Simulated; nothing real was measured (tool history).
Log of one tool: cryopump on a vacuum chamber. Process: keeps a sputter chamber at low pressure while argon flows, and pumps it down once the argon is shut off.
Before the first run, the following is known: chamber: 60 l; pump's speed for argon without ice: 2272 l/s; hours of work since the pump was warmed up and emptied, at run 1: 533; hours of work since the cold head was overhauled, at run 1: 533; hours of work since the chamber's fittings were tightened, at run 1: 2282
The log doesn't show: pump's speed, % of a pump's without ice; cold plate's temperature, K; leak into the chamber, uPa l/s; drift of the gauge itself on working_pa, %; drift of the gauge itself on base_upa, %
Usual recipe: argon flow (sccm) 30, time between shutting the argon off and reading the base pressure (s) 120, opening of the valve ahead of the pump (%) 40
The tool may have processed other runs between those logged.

run	hour	argon flow (sccm)	time between shutting the argon off and reading the base pressure (s)	opening of the valve ahead of the pump (%)	hours of work since the pump was warmed up and emptied	hours of work since the cold head was overhauled	hours of work since the chamber's fittings were tightened	pressure while argon flows (Pa)	pressure after the wait (uPa)
1	0	30	120	40	533	533	2282	0.0595	1.99
2	24.7	30	120	40	551	551	2300	0.0593	2.05
3	76.5	30	68	40	589	589	2337	0.0598	2.38
# hour 85.1: pump warmed up, emptied and cooled again
4	107.3	30	68	40	16	607	2356	0.0561	2.07
5	136.1	30	68	40	37	628	2377	0.0554	2.16
6	165.6	30	68	40	58	649	2398	0.0569	2.13
7	193.2	30	68	40	78	669	2418	0.0562	2.16
8	235.2	30	120	40	108	700	2448	0.0569	1.99
9	261	30	31	40	127	718	2467	0.0565	3.01
10	291.9	30	130	40	149	741	2489	0.0567	1.99
11	332.9	30	130	40	179	770	2519	0.0569	1.97
12	363.3	30	130	40	201	792	2541	0.0571	2.01
13	412.9	30	130	40	237	828	2577	0.0562	1.97
14	434	30	120	40	252	843	2592	0.0578	2.06
15	463.7	30	120	40	274	865	2613	0.0587	2.11
16	497.6	30	120	40	298	889	2638	0.0576	2.12
17	534.9	30	120	40	325	916	2665	0.0592	2.21
18	571.2	32	120	40	351	942	2691	0.0616	2.23
19	607.4	32	120	40	377	969	2717	0.0632	2.24
20	652.4	32	120	48	410	1001	2750	0.053	2.23
21	690	30	120	31	437	1028	2777	0.0761	2.32
22	731.2	30	120	31	467	1058	2807	0.0759	2.39
23	755.8	16	29	28	485	1076	2824	0.0444	3.4
24	795.1	16	29	28	513	1104	2853	0.0442	3.5
25	818.6	15	120	53	530	1121	2870	0.0228	2.42
# hour 867: leaking fittings of the chamber tightened, without venting
26	867	24	177	21	563	1155	0	0.0883	0.43
# hour 908.2: pump warmed up, emptied and cooled again
27	918.8	30	120	30	8	1188	34	0.0752	0.51
28	940.4	30	120	30	23	1204	49	0.0753	0.52
29	985.9	23	35	30	56	1237	82	0.0576	1.39
30	1026.8	35	153	21	86	1267	112	0.1248	0.48
31	1055.1	34	152	58	106	1287	132	0.0437	0.5
32	1078.2	53	123	16	123	1304	149	0.2471	0.59
33	1102.1	53	123	16	140	1321	166	0.2501	0.59

Consider 3 possible next runs. They are alternatives, not a sequence: every one starts from the tool as it was left by run 33. What does each give?
A	1141.6	55	25	27	169	1349	195	?	?
B	1141.6	45	65	40	169	1349	195	?	?
C	1141.6	35	111	40	169	1349	195	?	?

run	pressure while argon flows (Pa)	pressure after the wait (uPa)
A	0.1539	1.96
B	0.0857	0.92
C	0.0667	0.63
The same runs, with their run-to-run variation unchanged, on a tool lacking any hidden condition would have given:
run	pressure while argon flows (Pa)	pressure after the wait (uPa)
A	0.1512	1.83
B	0.0836	0.79
C	0.065	0.49
